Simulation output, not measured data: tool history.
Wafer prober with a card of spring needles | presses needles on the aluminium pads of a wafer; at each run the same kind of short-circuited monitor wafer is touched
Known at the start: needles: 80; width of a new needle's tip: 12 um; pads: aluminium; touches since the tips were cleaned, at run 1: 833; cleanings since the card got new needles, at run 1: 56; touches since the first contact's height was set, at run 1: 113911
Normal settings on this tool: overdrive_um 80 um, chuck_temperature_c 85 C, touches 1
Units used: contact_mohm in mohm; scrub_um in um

| run | hour | overdrive_um | chuck_temperature_c | touches | touches since the tips were cleaned | cleanings since the card got new needles | touches since the first contact's height was set | contact_mohm | scrub_um |
|---|---|---|---|---|---|---|---|---|---|
| 1 | 0.0 | 80 | 85 | 1 | 833 | 56 | 113911 | 254 | 11.49 |
|  | 3.3 | tips cleaned on abrasive film |
|  | 9.0 | tips cleaned on abrasive film |
| 2 | 9.8 | 80 | 85 | 1 | 285 | 58 | 117525 | 245 | 11.69 |
|  | 14.5 | tips cleaned on abrasive film |
| 3 | 19.2 | 80 | 85 | 1 | 1748 | 59 | 121032 | 263 | 11.51 |
|  | 19.9 | tips cleaned on abrasive film |
|  | 25.4 | tips cleaned on abrasive film |
| 4 | 26.8 | 80 | 68 | 1 | 506 | 61 | 123819 | 245 | 11.65 |
|  | 30.8 | tips cleaned on abrasive film |
| 5 | 33.6 | 80 | 85 | 1 | 1047 | 62 | 126352 | 255 | 11.76 |
|  | 36.2 | tips cleaned on abrasive film |
|  | 42.0 | tips cleaned on abrasive film |
|  | 47.0 | tips cleaned on abrasive film |
| 6 | 47.0 | 80 | 33 | 1 | 17 | 65 | 131299 | 227 | 11.88 |
|  | 52.4 | tips cleaned on abrasive film |
| 7 | 53.1 | 80 | 33 | 1 | 239 | 66 | 133550 | 230 | 11.77 |
|  | 57.4 | tips cleaned on abrasive film |
|  | 62.5 | tips cleaned on abrasive film |
| 8 | 66.9 | 74 | 85 | 1 | 1658 | 68 | 138691 | 265 | 10.68 |
|  | 68.0 | tips cleaned on abrasive film |
|  | 73.3 | tips cleaned on abrasive film |
| 9 | 74.9 | 74 | 85 | 1 | 613 | 70 | 141648 | 251 | 10.70 |
|  | 79.4 | tips cleaned on abrasive film |
|  | 84.7 | tips cleaned on abrasive film |
|  | 89.7 | tips cleaned on abrasive film |
| 10 | 89.8 | 80 | 85 | 1 | 57 | 73 | 147146 | 245 | 11.51 |
|  | 95.1 | tips cleaned on abrasive film |
| 11 | 99.7 | 80 | 85 | 1 | 1746 | 74 | 150849 | 261 | 11.70 |
|  | 100.5 | tips cleaned on abrasive film |
|  | 105.6 | tips cleaned on abrasive film |
|  | 110.6 | tips cleaned on abrasive film |
| 12 | 110.7 | 80 | 85 | 1 | 27 | 77 | 154874 | 242 | 11.45 |
|  | 115.7 | tips cleaned on abrasive film |
|  | 121.1 | tips cleaned on abrasive film |
| 13 | 123.2 | 80 | 85 | 1 | 765 | 79 | 159493 | 249 | 11.56 |
|  | 126.1 | tips cleaned on abrasive film |
|  | 131.0 | tips cleaned on abrasive film |
| 14 | 131.0 | 80 | 85 | 1 | 0 | 81 | 162367 | 242 | 11.58 |
|  | 136.3 | tips cleaned on abrasive film |
| 15 | 137.3 | 80 | 85 | 1 | 378 | 82 | 164695 | 247 | 11.48 |
|  | 141.3 | tips cleaned on abrasive film |
| 16 | 144.5 | 66 | 109 | 1 | 1173 | 83 | 167372 | 272 | 9.20 |
|  | 146.7 | tips cleaned on abrasive film |
| 17 | 150.6 | 92 | 30 | 1 | 1476 | 84 | 169665 | 243 | 13.18 |
|  | 151.8 | tips cleaned on abrasive film |
|  | 157.7 | tips cleaned on abrasive film |
| 18 | 161.0 | 92 | 30 | 1 | 1237 | 86 | 173508 | 244 | 13.14 |
|  | 163.3 | tips cleaned on abrasive film |
|  | 168.2 | tips cleaned on abrasive film |
| 19 | 169.4 | 74 | 30 | 1 | 461 | 88 | 176608 | 238 | 10.38 |
|  | 173.8 | tips cleaned on abrasive film |
|  | 178.8 | tips cleaned on abrasive film |
| 20 | 180.6 | 74 | 30 | 1 | 676 | 90 | 180745 | 242 | 10.30 |
|  | 184.0 | tips cleaned on abrasive film |
|  | 189.8 | tips cleaned on abrasive film |
| 21 | 190.5 | 67 | 65 | 1 | 252 | 92 | 184383 | 246 | 9.21 |
|  | 195.2 | tips cleaned on abrasive film |
|  | 201.0 | tips cleaned on abrasive film |
| 22 | 201.1 | 62 | 32 | 2 | 47 | 94 | 188321 | 233 | 8.53 |
|  | 206.2 | tips cleaned on abrasive film |
| 23 | 207.4 | 62 | 32 | 2 | 429 | 95 | 190656 | 236 | 8.49 |
|  | 211.1 | tips cleaned on abrasive film |
| 24 | 213.7 | 68 | 77 | 2 | 964 | 96 | 193000 | 252 | 9.51 |
|  | 216.5 | tips cleaned on abrasive film |
|  | 222.5 | tips cleaned on abrasive film |
| 25 | 224.1 | 61 | 65 | 1 | 588 | 98 | 196840 | 263 | 8.17 |
|  | 227.5 | tips cleaned on abrasive film |
|  | 233.0 | tips cleaned on abrasive film |
| 26 | 233.0 | 61 | 65 | 1 | 0 | 100 | 200127 | 240 | 8.18 |
|  | 239.0 | tips cleaned on abrasive film |
|  | 244.1 | tips cleaned on abrasive film |
| 27 | 244.3 | 79 | 37 | 2 | 89 | 102 | 204311 | 230 | 11.22 |
|  | 249.2 | tips cleaned on abrasive film |
|  | 255.2 | tips cleaned on abrasive film |
| 28 | 256.3 | 79 | 37 | 2 | 423 | 104 | 208767 | 231 | 10.93 |
|  | 261.0 | tips cleaned on abrasive film |
| 29 | 262.5 | 79 | 37 | 1 | 561 | 105 | 211050 | 238 | 10.99 |

Each row is a separate what-if for the run after 29, all from the same tool condition, not one after another. Results?
|  | 266.2 | tips cleaned on abrasive film |
| A | 270.2 | 79 | 79 | 1 | 1510 | 106 | 213921 | ? | ? |
|  | 266.2 | tips cleaned on abrasive film |
| B | 270.2 | 78 | 37 | 2 | 1510 | 106 | 213921 | ? | ? |
|  | 266.2 | tips cleaned on abrasive film |
| C | 270.2 | 80 | 81 | 1 | 1510 | 106 | 213921 | ? | ? |

| run | contact_mohm | scrub_um |
|---|---|---|
| A | 264 | 10.91 |
| B | 245 | 10.89 |
| C | 264 | 11.32 |
What these runs would have given with no unlogged condition in the tool:
| run | contact_mohm | scrub_um |
|---|---|---|
| A | 237 | 12.39 |
| B | 227 | 12.38 |
| C | 237 | 12.82 |
